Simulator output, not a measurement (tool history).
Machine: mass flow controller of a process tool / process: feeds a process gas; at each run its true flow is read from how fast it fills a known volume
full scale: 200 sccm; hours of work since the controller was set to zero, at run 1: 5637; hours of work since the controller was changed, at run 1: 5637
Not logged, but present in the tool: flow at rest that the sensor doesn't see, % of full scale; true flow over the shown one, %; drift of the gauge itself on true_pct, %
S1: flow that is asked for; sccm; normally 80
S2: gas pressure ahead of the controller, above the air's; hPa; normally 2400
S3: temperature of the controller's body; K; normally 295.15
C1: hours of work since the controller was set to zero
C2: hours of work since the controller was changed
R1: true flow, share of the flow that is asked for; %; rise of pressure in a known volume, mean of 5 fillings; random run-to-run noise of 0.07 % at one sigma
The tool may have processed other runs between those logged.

Run 1, day 0: usual settings; C1 5637; C2 5637. Result: R1 101.47 %.
Run 2, day 8.238: usual settings; C1 5712; C2 5712. Result: R1 101.39 %.
Run 3, day 25.933: usual settings; C1 5872; C2 5872. Result: R1 101.57 %.
Run 4, day 37.867: usual settings; C1 5980; C2 5980. Result: R1 101.61 %.
Run 5, day 50.604: usual settings but S3 294.15 K; C1 6095; C2 6095. Result: R1 101.6 %.
Run 6, day 61.05: usual settings but S3 294.15 K; C1 6189; C2 6189. Result: R1 101.71 %.
At day 71.112: controller's zero set anew.
Run 7, day 79.504: usual settings but S3 294.15 K; C1 76; C2 6356. Result: R1 102.81 %.
Run 8, day 96.062: usual settings; C1 226; C2 6506. Result: R1 102.96 %.
Run 9, day 108.421: usual settings but S1 154 sccm; C1 337; C2 6617. Result: R1 102.28 %.
Run 10, day 127.692: usual settings but S1 154 sccm, S2 1940 hPa; C1 511; C2 6792. Result: R1 102.62 %.
Run 11, day 146.733: usual settings; C1 684; C2 6964. Result: R1 103.33 %.
Run 12, day 161.279: usual settings; C1 815; C2 7095. Result: R1 103.41 %.
At day 164.629: controller's zero set anew, once more.
Run 13, day 173.075: usual settings; C1 76; C2 7202. Result: R1 100.24 %.
Run 14, day 184.004: usual settings; C1 175; C2 7300. Result: R1 100.24 %.

Run 15, settings as shown, results not yet in. Your forecast:
Run 15, day 195.308: usual settings but S2 1500 hPa; C1 277; C2 7403. Result: R1 ?.

For run 15 the tool returned R1 101.01 %.
With no hidden state in the tool, this same run would have given R1 98.86 %.

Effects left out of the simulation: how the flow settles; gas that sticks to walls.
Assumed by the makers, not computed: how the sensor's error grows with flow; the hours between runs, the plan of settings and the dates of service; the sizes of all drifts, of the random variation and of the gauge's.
